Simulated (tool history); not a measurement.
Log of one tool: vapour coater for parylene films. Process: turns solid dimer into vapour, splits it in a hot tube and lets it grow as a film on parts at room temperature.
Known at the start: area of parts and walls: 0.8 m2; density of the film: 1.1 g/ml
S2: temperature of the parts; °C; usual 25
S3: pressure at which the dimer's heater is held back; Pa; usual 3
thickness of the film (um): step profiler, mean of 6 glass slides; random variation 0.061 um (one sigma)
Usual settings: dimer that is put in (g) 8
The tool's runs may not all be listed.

Run 1, hour 0: usual settings. Result: thickness of the film (um) 7.23.
Run 2, hour 12.3: usual settings. Result: thickness of the film (um) 7.16.
Run 3, hour 25.1: usual settings. Result: thickness of the film (um) 7.2.
Run 4, hour 36.9: usual settings. Result: thickness of the film (um) 7.13.
Run 5, hour 45.4: usual settings. Result: thickness of the film (um) 7.3.
Run 6, hour 59: usual settings. Result: thickness of the film (um) 7.14.
Run 7, hour 71.7: usual settings. Result: thickness of the film (um) 7.15.
Run 8, hour 85.7: usual settings. Result: thickness of the film (um) 7.18.
Run 9, hour 95: usual settings but dimer that is put in (g) 3. Result: thickness of the film (um) 2.67.
Run 10, hour 105.3: usual settings but dimer that is put in (g) 3. Result: thickness of the film (um) 2.67.
Run 11, hour 120.9: usual settings but dimer that is put in (g) 14. Result: thickness of the film (um) 12.52.
Run 12, hour 136: usual settings but dimer that is put in (g) 4, S3 10.63 Pa. Result: thickness of the film (um) 2.85.
Run 13, hour 144.4: usual settings but dimer that is put in (g) 4, S3 10.63 Pa. Result: thickness of the film (um) 2.78.
Run 14, hour 151.7: usual settings but dimer that is put in (g) 4, S3 10.63 Pa. Result: thickness of the film (um) 2.83.
At hour 156.4: trap's valve overhauled.
Run 15, hour 162.8: usual settings but dimer that is put in (g) 4, S3 10.63 Pa. Result: thickness of the film (um) 2.75.
Run 16, hour 176: usual settings but dimer that is put in (g) 4, S3 10.63 Pa. Result: thickness of the film (um) 2.79.
Run 17, hour 186.3: usual settings but dimer that is put in (g) 12, S2 36 °C, S3 9.04 Pa. Result: thickness of the film (um) 6.96.
Run 18, hour 199: usual settings but dimer that is put in (g) 12, S2 28 °C, S3 9.04 Pa. Result: thickness of the film (um) 8.21.
Run 19, hour 205.7: usual settings but S2 17 °C, S3 2.49 Pa. Result: thickness of the film (um) 8.89.

Run 20 comes next. What will it give?
Run 20, hour 221.8: usual settings but dimer that is put in (g) 3, S2 27 °C, S3 4.94 Pa. Result: thickness of the film (um) ?.

{"run 20": {"thickness of the film (um)": 2.39}}
Without the tool's hidden state the same run would have given thickness of the film (um) 2.39.

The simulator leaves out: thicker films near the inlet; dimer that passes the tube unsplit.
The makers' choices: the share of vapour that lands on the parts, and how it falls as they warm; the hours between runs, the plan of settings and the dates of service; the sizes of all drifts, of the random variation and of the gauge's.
